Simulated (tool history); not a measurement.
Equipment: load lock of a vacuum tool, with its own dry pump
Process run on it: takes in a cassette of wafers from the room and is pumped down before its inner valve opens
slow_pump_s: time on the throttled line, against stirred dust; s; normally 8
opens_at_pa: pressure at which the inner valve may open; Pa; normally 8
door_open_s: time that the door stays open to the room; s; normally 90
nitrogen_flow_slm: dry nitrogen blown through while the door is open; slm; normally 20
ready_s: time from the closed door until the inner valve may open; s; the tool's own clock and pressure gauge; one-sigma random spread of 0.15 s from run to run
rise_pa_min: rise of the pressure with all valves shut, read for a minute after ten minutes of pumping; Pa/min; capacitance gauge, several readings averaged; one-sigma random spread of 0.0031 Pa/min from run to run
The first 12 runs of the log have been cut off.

run	hour	slow_pump_s	opens_at_pa	door_open_s	nitrogen_flow_slm	hours that the pump has run since its overhaul	times that the door has closed on its seal	incoming humidity of the room's air, %	ready_s	rise_pa_min
13	2335.5	8	11	90	5	5931	60774	48.2	18.0	0.604
14	2453.6	8	11	90	5	6049	61256	45.2	17.5	0.609
15	2568.8	8	8	90	20	6164	61726	46.0	18.2	0.593
16	2811.6	8	8	90	20	6407	62718	45.3	18.1	0.594
17	3019.6	8	11	90	20	6615	63567	43.1	17.9	0.612
18	3267.5	8	11	90	20	6863	64579	47.3	17.7	0.636
19	3470.3	8	8	65	20	7066	65408	45.8	18.5	0.630
20	3719.3	11	6	215	41	7315	66424	46.9	20.9	0.651
21	3871.3	11	8	215	5	7467	67045	47.2	20.4	0.727
# hour 4022.5: door's seal changed, seat wiped
22	4027.0	11	8	215	7	7621	18	42.9	20.7	0.116
23	4182.8	11	8	215	7	7777	654	46.4	20.7	0.125
24	4398.5	11	8	37	7	7993	1535	43.5	20.9	0.076
25	4526.5	8	8	97	9	8121	2058	45.1	18.6	0.100
26	4635.2	8	16	60	18	8229	2501	45.5	17.5	0.072
27	4859.2	7	16	60	39	8453	3416	44.0	16.6	0.059
28	5071.9	7	16	60	39	8666	4285	44.9	16.8	0.060
29	5220.0	8	8	77	20	8814	4890	44.0	18.4	0.078
30	5369.0	8	8	77	20	8963	5498	46.6	18.5	0.087
31	5599.3	8	8	77	20	9194	6439	47.1	18.3	0.096

Run 32 comes next. What will it give?
32	5815.4	8	14	150	8	9410	7321	46.9	?	?

Run 32 came out at ready_s 17.7 s, rise_pa_min 0.136 Pa/min.
Minus the tool's unlogged condition, the same run would have read ready_s 16.9 s, rise_pa_min 0.111 Pa/min.
